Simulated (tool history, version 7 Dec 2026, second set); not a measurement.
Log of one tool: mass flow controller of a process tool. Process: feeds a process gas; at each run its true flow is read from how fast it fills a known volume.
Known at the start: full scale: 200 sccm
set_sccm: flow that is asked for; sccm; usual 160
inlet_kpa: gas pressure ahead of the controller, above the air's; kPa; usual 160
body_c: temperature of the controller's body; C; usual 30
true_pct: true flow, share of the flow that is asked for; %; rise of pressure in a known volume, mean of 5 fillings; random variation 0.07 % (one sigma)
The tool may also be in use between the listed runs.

run 1 hour=0 | set_sccm=160 inlet_kpa=160 body_c=30 | true_pct=97.62
run 2 hour=200.7 | set_sccm=160 inlet_kpa=160 body_c=30 | true_pct=97.62
run 3 hour=352.4 | set_sccm=160 inlet_kpa=160 body_c=30 | true_pct=97.53
run 4 hour=549.1 | set_sccm=160 inlet_kpa=160 body_c=30 | true_pct=97.66
run 5 hour=747.2 | set_sccm=160 inlet_kpa=160 body_c=30 | true_pct=97.57
run 6 hour=892.6 | set_sccm=160 inlet_kpa=160 body_c=30 | true_pct=97.52
run 7 hour=1051.2 | set_sccm=160 inlet_kpa=160 body_c=30 | true_pct=97.53
run 8 hour=1171.4 | set_sccm=160 inlet_kpa=160 body_c=30 | true_pct=97.51
run 9 hour=1401.5 | set_sccm=160 inlet_kpa=160 body_c=30 | true_pct=97.41
run 10 hour=1628.7 | set_sccm=160 inlet_kpa=160 body_c=30 | true_pct=97.4
run 11 hour=1856.8 | set_sccm=160 inlet_kpa=234 body_c=30 | true_pct=97.84
run 12 hour=2050.7 | set_sccm=160 inlet_kpa=234 body_c=30 | true_pct=97.7
run 13 hour=2308 | set_sccm=160 inlet_kpa=234 body_c=30 | true_pct=97.67
run 14 hour=2509.7 | set_sccm=35 inlet_kpa=160 body_c=30 | true_pct=92.36
run 15 hour=2639.2 | set_sccm=35 inlet_kpa=160 body_c=30 | true_pct=92.18
run 16 hour=2865.4 | set_sccm=160 inlet_kpa=160 body_c=30 | true_pct=97.05
run 17 hour=3066.8 | set_sccm=160 inlet_kpa=160 body_c=30 | true_pct=96.99
run 18 hour=3291.2 | set_sccm=160 inlet_kpa=160 body_c=30 | true_pct=97.09
run 19 hour=3464.1 | set_sccm=160 inlet_kpa=160 body_c=30 | true_pct=96.79
run 20 hour=3670.2 | set_sccm=160 inlet_kpa=160 body_c=30 | true_pct=96.81
run 21 hour=3864.7 | set_sccm=160 inlet_kpa=160 body_c=30 | true_pct=96.81
run 22 hour=3983.9 | set_sccm=200 inlet_kpa=160 body_c=30 | true_pct=97.17
-- hour=3997.3 controller's zero set anew
run 23 hour=4112.2 | set_sccm=200 inlet_kpa=160 body_c=30 | true_pct=96.95
run 24 hour=4303.9 | set_sccm=200 inlet_kpa=160 body_c=24 | true_pct=97.53
-- hour=4478.9 controller's zero set anew, once more
run 25 hour=4494.6 | set_sccm=65 inlet_kpa=152 body_c=30 | true_pct=97.32
run 26 hour=4753.2 | set_sccm=160 inlet_kpa=170 body_c=21 | true_pct=98.95
run 27 hour=4935.3 | set_sccm=55 inlet_kpa=162 body_c=30 | true_pct=97.21
run 28 hour=5114.3 | set_sccm=55 inlet_kpa=162 body_c=30 | true_pct=97.15
run 29 hour=5340.1 | set_sccm=40 inlet_kpa=160 body_c=30 | true_pct=96.91
run 30 hour=5471.8 | set_sccm=99 inlet_kpa=210 body_c=40 | true_pct=96.48
run 31 hour=5615 | set_sccm=99 inlet_kpa=212 body_c=40 | true_pct=96.67
run 32 hour=5799.7 | set_sccm=79 inlet_kpa=212 body_c=33 | true_pct=97.05
run 33 hour=6056.1 | set_sccm=160 inlet_kpa=173 body_c=28 | true_pct=97.94
run 34 hour=6228.3 | set_sccm=160 inlet_kpa=167 body_c=30 | true_pct=97.61
run 35 hour=6381 | set_sccm=160 inlet_kpa=183 body_c=30 | true_pct=97.77
run 36 hour=6528.8 | set_sccm=160 inlet_kpa=183 body_c=30 | true_pct=97.69
run 37 hour=6741 | set_sccm=160 inlet_kpa=183 body_c=30 | true_pct=97.58
run 38 hour=6886.3 | set_sccm=70 inlet_kpa=158 body_c=28 | true_pct=96.82
run 39 hour=7126.1 | set_sccm=133 inlet_kpa=160 body_c=26 | true_pct=97.44
run 40 hour=7338.6 | set_sccm=133 inlet_kpa=160 body_c=26 | true_pct=97.47
run 41 hour=7590.2 | set_sccm=25 inlet_kpa=192 body_c=36 | true_pct=93.8
run 42 hour=7799.8 | set_sccm=25 inlet_kpa=192 body_c=36 | true_pct=93.68
run 43 hour=7955.9 | set_sccm=25 inlet_kpa=192 body_c=36 | true_pct=93.46
run 44 hour=8075.2 | set_sccm=29 inlet_kpa=209 body_c=24 | true_pct=95.21
run 45 hour=8269.5 | set_sccm=142 inlet_kpa=242 body_c=33 | true_pct=97.18
run 46 hour=8519.8 | set_sccm=142 inlet_kpa=242 body_c=33 | true_pct=97.07

Hidden state or all else? Some run-to-run changes of true_pct, split into what the settings, what came in and random variation would give without the hidden state, and what is left for the hidden state (with any gauge scatter that isn't in both results):
The hidden state here: flow at rest that the sensor doesn't see, % of full scale; true flow over the shown one, %; drift of the gauge itself on true_pct, %.
Run 13 -> 14: set_sccm 160 -> 35, inlet_kpa 234 -> 160. true_pct -5.31 %: hidden state -4.18, all else -1.13.
Run 15 -> 16: set_sccm 35 -> 160. true_pct +4.87 %: hidden state +4.15, all else +0.72.
Run 40 -> 41: set_sccm 133 -> 25, inlet_kpa 160 -> 192, body_c 26 -> 36. true_pct -3.67 %: hidden state -2.27, all else -1.4.
